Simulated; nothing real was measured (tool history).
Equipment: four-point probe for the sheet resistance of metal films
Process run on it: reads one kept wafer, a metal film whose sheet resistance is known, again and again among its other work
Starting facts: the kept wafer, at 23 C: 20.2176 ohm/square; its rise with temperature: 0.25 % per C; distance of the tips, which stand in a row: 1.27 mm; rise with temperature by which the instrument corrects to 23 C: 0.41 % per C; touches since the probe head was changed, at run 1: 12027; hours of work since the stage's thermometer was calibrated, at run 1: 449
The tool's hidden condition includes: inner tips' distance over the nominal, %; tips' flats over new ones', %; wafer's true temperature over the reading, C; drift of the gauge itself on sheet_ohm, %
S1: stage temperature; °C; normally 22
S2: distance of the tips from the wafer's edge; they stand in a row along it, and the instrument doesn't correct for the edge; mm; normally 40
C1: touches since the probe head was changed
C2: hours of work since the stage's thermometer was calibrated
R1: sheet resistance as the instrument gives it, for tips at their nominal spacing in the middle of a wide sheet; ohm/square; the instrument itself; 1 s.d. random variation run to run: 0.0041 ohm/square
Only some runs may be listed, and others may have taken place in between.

run	hour	S1	S2	C1	C2	R1
1	0.0	22	40	12027	449	20.302543
2	9.8	30	40	12386	454	20.061842
3	21.3	30	40	12805	460	20.051144
4	41.2	30	40	13534	470	20.052062
5	50.5	26	40	13873	474	20.178481
6	61.7	26	40	14281	480	20.182254
7	78.6	26	40	14898	488	20.182195
8	95.8	26	40	15527	497	20.182836
9	109.5	32	40	16027	503	19.993604
10	126.6	22	40	16653	512	20.299713
11	141.7	22	40	17207	520	20.309591
12	161.7	22	40	17936	529	20.308033
13	171.0	22	4	18276	534	21.342900
14	188.2	22	4	18906	543	21.335852
15	205.8	22	4	19551	551	21.340610
# hour 208.2: stage's thermometer calibrated
16	223.9	24	40	20191	8	20.249400
17	237.0	24	40	20670	14	20.244533
18	250.1	24	40	21150	21	20.243223
19	267.2	24	40	21775	29	20.246717

The next listed run, before its measurement:
# hour 269.3: stage's thermometer calibrated, once more
20	284.1	22	40	22373	7	?

{"run 20": {"R1": 20.319211}}
With no hidden state in the tool, this same run would have given R1 20.263617 ohm/square.
